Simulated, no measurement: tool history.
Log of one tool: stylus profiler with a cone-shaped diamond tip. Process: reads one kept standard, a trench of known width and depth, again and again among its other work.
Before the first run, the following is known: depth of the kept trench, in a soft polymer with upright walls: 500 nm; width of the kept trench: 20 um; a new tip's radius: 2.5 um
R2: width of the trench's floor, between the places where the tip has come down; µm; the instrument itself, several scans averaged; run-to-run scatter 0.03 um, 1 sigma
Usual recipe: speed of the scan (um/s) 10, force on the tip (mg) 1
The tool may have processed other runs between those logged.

Run 1, hour 0: usual settings. Result: depth of the trench (Å) 5032.4, R2 16.86 µm.
Run 2, hour 75.3: usual settings but force on the tip (mg) 0.5. Result: depth of the trench (Å) 5022.7, R2 16.83 µm.
Run 3, hour 149.6: usual settings but speed of the scan (um/s) 27. Result: depth of the trench (Å) 5030.5, R2 16.64 µm.
Run 4, hour 223.3: usual settings but speed of the scan (um/s) 27. Result: depth of the trench (Å) 5033.6, R2 16.64 µm.
Run 5, hour 341.2: usual settings but speed of the scan (um/s) 27. Result: depth of the trench (Å) 5032, R2 16.63 µm.
Run 6, hour 417.5: usual settings but speed of the scan (um/s) 27. Result: depth of the trench (Å) 5036, R2 16.6 µm.
Run 7, hour 472.1: usual settings but speed of the scan (um/s) 27. Result: depth of the trench (Å) 5035.4, R2 16.58 µm.
Run 8, hour 549.2: usual settings but speed of the scan (um/s) 4. Result: depth of the trench (Å) 5036.7, R2 16.61 µm.
Run 9, hour 649: usual settings but speed of the scan (um/s) 4, force on the tip (mg) 0.71. Result: depth of the trench (Å) 5031.5, R2 16.69 µm.
Run 10, hour 716.7: usual settings but speed of the scan (um/s) 4, force on the tip (mg) 0.71. Result: depth of the trench (Å) 5034.2, R2 16.58 µm.
Run 11, hour 805.7: usual settings but speed of the scan (um/s) 4, force on the tip (mg) 0.71. Result: depth of the trench (Å) 5034.6, R2 16.59 µm.
Run 12, hour 894.8: usual settings but speed of the scan (um/s) 27, force on the tip (mg) 0.81. Result: depth of the trench (Å) 5039.3, R2 16.39 µm.
Run 13, hour 1008.1: usual settings but speed of the scan (um/s) 27, force on the tip (mg) 0.81. Result: depth of the trench (Å) 5041.7, R2 16.29 µm.
Run 14, hour 1085.3: usual settings but speed of the scan (um/s) 16, force on the tip (mg) 0.48. Result: depth of the trench (Å) 5034, R2 16.37 µm.
Run 15, hour 1186.8: usual settings but speed of the scan (um/s) 2, force on the tip (mg) 1.27. Result: depth of the trench (Å) 5048.8, R2 16.42 µm.
Run 16, hour 1250.1: usual settings but speed of the scan (um/s) 2, force on the tip (mg) 1.46. Result: depth of the trench (Å) 5051.4, R2 16.41 µm.
Run 17, hour 1329.5: usual settings but speed of the scan (um/s) 9, force on the tip (mg) 1.91. Result: depth of the trench (Å) 5062.4, R2 16.44 µm.
Run 18, hour 1417.5: usual settings but speed of the scan (um/s) 9, force on the tip (mg) 1.69. Result: depth of the trench (Å) 5058.2, R2 16.34 µm.

Predict the results of run 19:
Run 19, hour 1487.2: usual settings but speed of the scan (um/s) 9, force on the tip (mg) 1.69. Result: depth of the trench (Å) ?, R2 ?.

depth of the trench (Å): 5058.9
R2: 16.34 µm
If the tool had no hidden condition, the same run with the same run-to-run variation would have returned depth of the trench (Å) 5038.9, R2 16.97 µm.
